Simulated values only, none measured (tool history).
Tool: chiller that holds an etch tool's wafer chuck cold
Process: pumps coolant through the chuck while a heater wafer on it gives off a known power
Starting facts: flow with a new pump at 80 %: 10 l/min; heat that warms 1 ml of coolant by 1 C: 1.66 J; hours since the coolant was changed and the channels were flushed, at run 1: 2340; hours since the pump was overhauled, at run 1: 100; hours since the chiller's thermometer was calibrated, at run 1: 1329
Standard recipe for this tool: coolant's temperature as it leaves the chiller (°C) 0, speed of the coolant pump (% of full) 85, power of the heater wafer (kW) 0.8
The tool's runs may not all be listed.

run,day,coolant's temperature as it leaves the chiller (°C),speed of the coolant pump (% of full),power of the heater wafer (kW),hours since the coolant was changed and the channels were flushed,hours since the pump was overhauled,hours since the chiller's thermometer was calibrated,chuck's temperature once it has settled (°C),how much warmer the coolant comes back (C)
1,0,0,85,0.8,2340,100,1329,9.24,2.7
2,0.854,0,85,0.8,2361,121,1349,9.64,2.72
3,2.021,0,85,0.8,2389,149,1377,9.18,2.71
4,3.2,0,85,0.594,2417,177,1405,7,2.04
5,3.983,0,85,0.8,2436,196,1424,9.34,2.72
6,4.721,0,85,0.8,2453,214,1442,9.25,2.74
7,5.383,0,85,0.8,2469,229,1458,9.38,2.72
8,6.196,0,85,0.8,2489,249,1477,9.45,2.72
9,7.146,0,85,0.8,2512,272,1500,9.51,2.71
10,7.829,0,85,0.807,2528,288,1517,9.44,2.75
11,8.6,0,85,0.8,2546,307,1535,9.33,2.74
12,9.333,0,85,0.8,2564,324,1553,9.48,2.71
13,10.142,0,85,0.406,2583,344,1572,4.75,1.38
14,11.129,2,85,0.8,2607,367,1596,11.41,2.69
15,11.833,2,85,0.8,2624,384,1613,11.61,2.73
16,12.338,2,85,0.8,2636,396,1625,11.5,2.73
17,13.233,0,85,0.8,2658,418,1646,9.43,2.73
18,14.092,6,79,0.97,2678,438,1667,17.95,3.53
19,14.712,6,79,0.97,2693,453,1682,17.95,3.53
20,15.683,9,73,0.443,2716,477,1705,14.87,1.75
21,16.704,9,73,0.443,2741,501,1730,14.66,1.74
22,17.238,4,62,0.443,2754,514,1742,10.4,2.04
23,18.029,-5,88,0.479,2773,533,1761,0.75,1.58
24,18.962,0,83,0.617,2795,555,1784,7.52,2.14
25,19.875,0,83,0.617,2817,577,1806,7.57,2.15
26,20.683,0,81,0.617,2836,597,1825,7.57,2.21
27,21.879,-1,85,0.968,2865,625,1854,10.49,3.28
28,23.075,-1,85,0.968,2894,654,1882,10.71,3.29
29,24.021,-1,85,0.968,2917,677,1905,10.48,3.26
30,24.696,-1,85,0.968,2933,693,1921,10.53,3.3

Run 31 is up next; what results do you expect?
31,25.596,-1,85,0.968,2954,715,1943,?,?

Run 31 came out at chuck's temperature once it has settled (°C) 10.52, how much warmer the coolant comes back (C) 3.29.
Minus the tool's unlogged condition, the same run would have read chuck's temperature once it has settled (°C) 10.14, how much warmer the coolant comes back (C) 3.28.
